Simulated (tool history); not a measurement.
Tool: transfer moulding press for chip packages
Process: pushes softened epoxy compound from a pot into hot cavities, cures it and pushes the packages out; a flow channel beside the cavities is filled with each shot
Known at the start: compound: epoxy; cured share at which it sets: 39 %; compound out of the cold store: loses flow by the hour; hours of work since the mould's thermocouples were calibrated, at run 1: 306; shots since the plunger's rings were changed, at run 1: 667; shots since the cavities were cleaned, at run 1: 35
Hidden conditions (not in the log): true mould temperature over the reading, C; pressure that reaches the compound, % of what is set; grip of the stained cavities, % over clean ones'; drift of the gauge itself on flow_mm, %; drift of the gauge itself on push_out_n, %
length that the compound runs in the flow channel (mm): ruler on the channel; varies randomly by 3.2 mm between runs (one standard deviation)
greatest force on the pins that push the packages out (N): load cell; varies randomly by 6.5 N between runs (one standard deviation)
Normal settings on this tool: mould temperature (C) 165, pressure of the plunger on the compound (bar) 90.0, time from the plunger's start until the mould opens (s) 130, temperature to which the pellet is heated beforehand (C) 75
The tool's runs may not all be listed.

run   hour  mould temperature (C)  pressure of the plunger on the compound (bar)  time from the plunger's start until the mould opens (s)  temperature to which the pellet is heated beforehand (C)  hours of work since the mould's thermocouples were calibrated  shots since the plunger's rings were changed  shots since the cavities were cleaned  incoming compound's hours out of the cold store  length that the compound runs in the flow channel (mm)  greatest force on the pins that push the packages out (N)
  1    0.0                    165                                           90.0                                                      130                                                        75                                                            306                                           667                                     35                                             40.3                                                     624                                                        283
  2    8.3                    165                                           90.0                                                      130                                                        75                                                            312                                           751                                    119                                             21.4                                                     682                                                        323
  3   19.3                    165                                           90.0                                                      130                                                        75                                                            319                                           860                                    228                                             39.0                                                     628                                                        344
  4   31.6                    165                                           90.0                                                      151                                                        75                                                            327                                           983                                    351                                              9.4                                                     726                                                        371
  5   38.1                    165                                           90.0                                                      151                                                        75                                                            332                                          1048                                    416                                             44.1                                                     607                                                        369
  6   44.6                    165                                           90.0                                                      151                                                        75                                                            336                                          1112                                    480                                             44.1                                                     608                                                        384
  7   50.8                    165                                           90.0                                                      151                                                        75                                                            340                                          1174                                    542                                             31.9                                                     650                                                        401
  8   64.0                    165                                           90.0                                                      151                                                        75                                                            349                                          1306                                    674                                             46.8                                                     601                                                        415
      70.7  -- cavities cleaned with cleaning compound and waxed
  9   74.8                    165                                           90.0                                                      151                                                        75                                                            355                                          1399                                     41                                             46.4                                                     602                                                        556
 10   82.0                    165                                           90.0                                                      151                                                        75                                                            360                                          1471                                    113                                             41.2                                                     618                                                        562
 11   93.1                    165                                           90.0                                                      151                                                        75                                                            367                                          1581                                    223                                             31.9                                                     648                                                        571
 12  101.5                    165                                           90.0                                                      130                                                        75                                                            372                                          1665                                    307                                             32.4                                                     645                                                        579
 13  113.6                    165                                           90.0                                                      130                                                        75                                                            380                                          1786                                    428                                             38.0                                                     625                                                        587
 14  123.8                    165                                           74.3                                                      130                                                        75                                                            387                                          1888                                    530                                             24.5                                                     603                                                        590
     128.0  -- cavities cleaned with cleaning compound and waxed, once more
 15  133.5                    162                                           90.0                                                      130                                                        75                                                            393                                          1970                                     55                                             46.0                                                     603                                                        306
 16  139.7                    166                                           96.3                                                      136                                                        75                                                            397                                          2031                                    116                                             13.7                                                     723                                                        303
 17  150.4                    166                                           96.3                                                      136                                                        75                                                            404                                          2138                                    223                                             41.7                                                     629                                                        330
 18  159.9                    165                                           82.1                                                      130                                                        77                                                            410                                          2233                                    318                                             40.6                                                     580                                                        370
 19  165.5                    172                                           71.8                                                      169                                                        75                                                            414                                          2288                                    373                                             19.0                                                     597                                                        364
 20  176.4                    163                                           77.9                                                      162                                                        66                                                            421                                          2397                                    482                                             21.1                                                     625                                                        394
 21  188.0                    163                                           77.9                                                      162                                                        66                                                            429                                          2513                                    598                                             17.5                                                     641                                                        398
 22  196.2                    163                                           77.9                                                      162                                                        66                                                            434                                          2595                                    680                                             36.4                                                     580                                                        412
     202.3  -- cavities cleaned with cleaning compound and waxed
 23  210.4                    165                                           92.8                                                      127                                                        75                                                            443                                          2722                                     81                                             23.4                                                     673                                                        305
 24  218.3                    165                                           90.0                                                      163                                                        82                                                            448                                          2800                                    159                                             46.2                                                     596                                                        310
 25  224.5                    173                                           73.5                                                      126                                                        85                                                            452                                          2863                                    222                                             43.0                                                     540                                                        317
 26  233.5                    163                                           90.0                                                      156                                                        75                                                            458                                          2952                                    311                                             26.9                                                     654                                                        360
 27  241.9                    165                                           78.5                                                      129                                                        75                                                            463                                          3036                                    395                                             14.0                                                     645                                                        413
 28  252.3                    165                                          107.6                                                      152                                                        67                                                            470                                          3140                                    499                                             19.4                                                     735                                                        409

The logged runs with the hidden state left out (each run's random variation unchanged):
run  length that the compound runs in the flow channel (mm)  greatest force on the pins that push the packages out (N)
  1                                                     629                                                        257
  2                                                     688                                                        263
  3                                                     634                                                        250
  4                                                     735                                                        248
  5                                                     614                                                        237
  6                                                     616                                                        239
  7                                                     658                                                        243
  8                                                     610                                                        238
  9                                                     612                                                        238
 10                                                     629                                                        245
 11                                                     660                                                        248
 12                                                     657                                                        252
 13                                                     638                                                        257
 14                                                     616                                                        255
 15                                                     617                                                        271
 16                                                     740                                                        250
 17                                                     645                                                        246
 18                                                     596                                                        255
 19                                                     613                                                        244
 20                                                     643                                                        247
 21                                                     659                                                        231
 22                                                     597                                                        230
 23                                                     694                                                        256
 24                                                     616                                                        243
 25                                                     558                                                        235
 26                                                     677                                                        248
 27                                                     667                                                        268
 28                                                     761                                                        252
